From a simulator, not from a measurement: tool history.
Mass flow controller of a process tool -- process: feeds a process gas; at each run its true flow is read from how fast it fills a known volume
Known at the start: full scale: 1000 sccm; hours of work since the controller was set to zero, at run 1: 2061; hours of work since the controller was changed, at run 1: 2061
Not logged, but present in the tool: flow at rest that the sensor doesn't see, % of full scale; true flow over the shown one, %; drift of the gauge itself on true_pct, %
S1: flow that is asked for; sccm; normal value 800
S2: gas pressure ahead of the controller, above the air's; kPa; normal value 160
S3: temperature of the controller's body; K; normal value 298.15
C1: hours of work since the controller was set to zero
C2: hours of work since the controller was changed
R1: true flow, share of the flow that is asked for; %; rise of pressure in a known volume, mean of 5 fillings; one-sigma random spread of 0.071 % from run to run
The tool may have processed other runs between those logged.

| run | hour | S1 | S2 | S3 | C1 | C2 | R1 |
|---|---|---|---|---|---|---|---|
| 1 | 0 | 800 | 160 | 298.15 | 2061 | 2061 | 99.7 |
| 2 | 177.1 | 302 | 160 | 298.15 | 2148 | 2148 | 101.1 |
| 3 | 296.9 | 302 | 160 | 298.15 | 2206 | 2206 | 101.18 |
| 4 | 428.4 | 302 | 160 | 298.15 | 2270 | 2270 | 101.15 |
| 5 | 525.4 | 302 | 160 | 298.15 | 2317 | 2317 | 101.18 |
| 6 | 701.9 | 302 | 160 | 298.15 | 2402 | 2402 | 101.36 |
| 7 | 847.2 | 302 | 160 | 298.15 | 2473 | 2473 | 101.27 |
| 8 | 993.3 | 302 | 160 | 298.15 | 2544 | 2544 | 101.32 |
| 9 | 1172.2 | 302 | 160 | 298.15 | 2631 | 2631 | 101.42 |
| 10 | 1291.4 | 800 | 160 | 298.15 | 2689 | 2689 | 99.87 |
| 11 | 1373.6 | 800 | 160 | 298.15 | 2729 | 2729 | 99.88 |
| 12 | 1509.6 | 800 | 160 | 298.15 | 2795 | 2795 | 99.95 |
| 13 | 1638.8 | 800 | 160 | 298.15 | 2858 | 2858 | 99.84 |
| 14 | 1729.7 | 800 | 160 | 298.15 | 2902 | 2902 | 99.79 |
| 15 | 1903.4 | 800 | 160 | 298.15 | 2986 | 2986 | 99.94 |
| 16 | 2053.4 | 800 | 160 | 298.15 | 3059 | 3059 | 99.91 |
| 17 | 2218.9 | 800 | 160 | 298.15 | 3140 | 3140 | 99.73 |
| 18 | 2400.8 | 800 | 160 | 298.15 | 3228 | 3228 | 99.67 |
| 19 | 2532.2 | 149 | 160 | 298.15 | 3292 | 3292 | 105.53 |
| 20 | 2614.5 | 149 | 160 | 298.15 | 3332 | 3332 | 105.63 |
| 21 | 2740.3 | 800 | 160 | 298.15 | 3393 | 3393 | 99.94 |
| 22 | 2877 | 800 | 160 | 298.15 | 3459 | 3459 | 99.63 |
| 23 | 2975.7 | 800 | 160 | 298.15 | 3507 | 3507 | 99.8 |
| 24 | 3169.6 | 800 | 151 | 298.15 | 3601 | 3601 | 99.73 |
| 25 | 3267.2 | 800 | 266 | 298.15 | 3649 | 3649 | 99.64 |
| 26 | 3450.7 | 800 | 266 | 298.15 | 3738 | 3738 | 99.47 |
| 27 | 3542.3 | 800 | 266 | 298.15 | 3782 | 3782 | 99.51 |
| 28 | 3717.2 | 224 | 215 | 298.15 | 3867 | 3867 | 103.45 |
| 29 | 3916.5 | 118 | 240 | 309.15 | 3964 | 3964 | 109.94 |
| 30 | 4048.5 | 621 | 240 | 309.15 | 4028 | 4028 | 101.2 |
| 31 | 4207.1 | 143 | 156 | 300.15 | 4105 | 4105 | 107.58 |
| 32 | 4358 | 117 | 214 | 296.15 | 4179 | 4179 | 109.11 |
| 33 | 4518.6 | 504 | 190 | 296.15 | 4257 | 4257 | 100.19 |
| 34 | 4660.5 | 265 | 261 | 310.15 | 4326 | 4326 | 104.19 |
| 35 | 4796.5 | 265 | 261 | 310.15 | 4392 | 4392 | 104.18 |
| 36 | 4888.3 | 265 | 261 | 310.15 | 4436 | 4436 | 104.31 |
| 37 | 5009.1 | 123 | 229 | 296.15 | 4495 | 4495 | 109.4 |
| 38 | 5186.6 | 123 | 229 | 296.15 | 4581 | 4581 | 109.35 |
| 39 | 5364.7 | 123 | 229 | 296.15 | 4668 | 4668 | 109.49 |
|  | 5381.8 | controller's zero set anew |
| 40 | 5544.5 | 408 | 160 | 298.15 | 79 | 4755 | 97.85 |
| 41 | 5737.7 | 202 | 160 | 293.15 | 173 | 4849 | 97.27 |
| 42 | 5873.3 | 202 | 160 | 293.15 | 239 | 4915 | 97.35 |
| 43 | 5963.3 | 202 | 160 | 293.15 | 283 | 4959 | 97.47 |
| 44 | 6064.9 | 202 | 208 | 300.15 | 332 | 5008 | 98.07 |
| 45 | 6182.1 | 202 | 208 | 300.15 | 389 | 5065 | 98.22 |
| 46 | 6289.6 | 115 | 217 | 300.15 | 441 | 5117 | 98.71 |
| 47 | 6373.6 | 115 | 217 | 300.15 | 482 | 5158 | 98.89 |
| 48 | 6488.9 | 572 | 189 | 300.15 | 538 | 5214 | 97.98 |

Below are 4 alternative next runs, each starting from the tool's condition after run 48. Predict each:
| A | 6589.5 | 572 | 222 | 300.15 | 587 | 5263 | ? |
| B | 6589.5 | 777 | 160 | 298.15 | 587 | 5263 | ? |
| C | 6589.5 | 800 | 167 | 296.15 | 587 | 5263 | ? |
| D | 6589.5 | 277 | 189 | 301.15 | 587 | 5263 | ? |

| run | R1 |
|---|---|
| A | 98.02 |
| B | 97.78 |
| C | 97.65 |
| D | 98.29 |
What these runs would have given with no unlogged condition in the tool:
| run | R1 |
|---|---|
| A | 100.08 |
| B | 99.94 |
| C | 99.82 |
| D | 99.94 |
